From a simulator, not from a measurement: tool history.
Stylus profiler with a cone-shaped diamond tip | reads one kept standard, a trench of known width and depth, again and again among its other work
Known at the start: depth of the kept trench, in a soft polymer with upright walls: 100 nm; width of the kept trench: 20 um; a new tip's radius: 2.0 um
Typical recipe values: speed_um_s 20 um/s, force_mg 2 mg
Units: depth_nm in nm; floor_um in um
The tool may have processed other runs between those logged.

run   hour  speed_um_s  force_mg  depth_nm  floor_um
  1      0          20         2    101.52     18.59
  2   11.4          29         2    101.54     18.52
  3   27.8          29         2    101.49     18.52
  4   46.8           9         2    101.49     18.62
  5   57.6          19         2    101.47     18.53
  6   72.8          20      1.91    101.48     18.59
  7   82.4          77      1.34    101.15     18.04
  8  102.7           5      4.52    102.58     18.68
  9  124.1           5      4.52    102.65     18.68
 10  136.4           5      4.52     102.6     18.68
 11  149.4          42      5.59    103.03     18.52
 12  159.6           6      1.01    100.96     18.67

Alternative continuations, all from the tool just after run 12; predict every row:
  A  174.6          31      3.06         ?         ?
  B  174.6           9         2         ?         ?
  C  174.6          55      4.02         ?         ?
  D  174.6          44      0.73         ?         ?

run  depth_nm  floor_um
  A    102.03     18.57
  B     101.5     18.66
  C    102.36     18.42
  D    100.81     18.23
Take away the tool's hidden state, keep each run's random variation, and the runs would have read:
run  depth_nm  floor_um
  A    101.98     18.64
  B    101.46     18.73
  C    102.32     18.48
  D    100.77     18.29
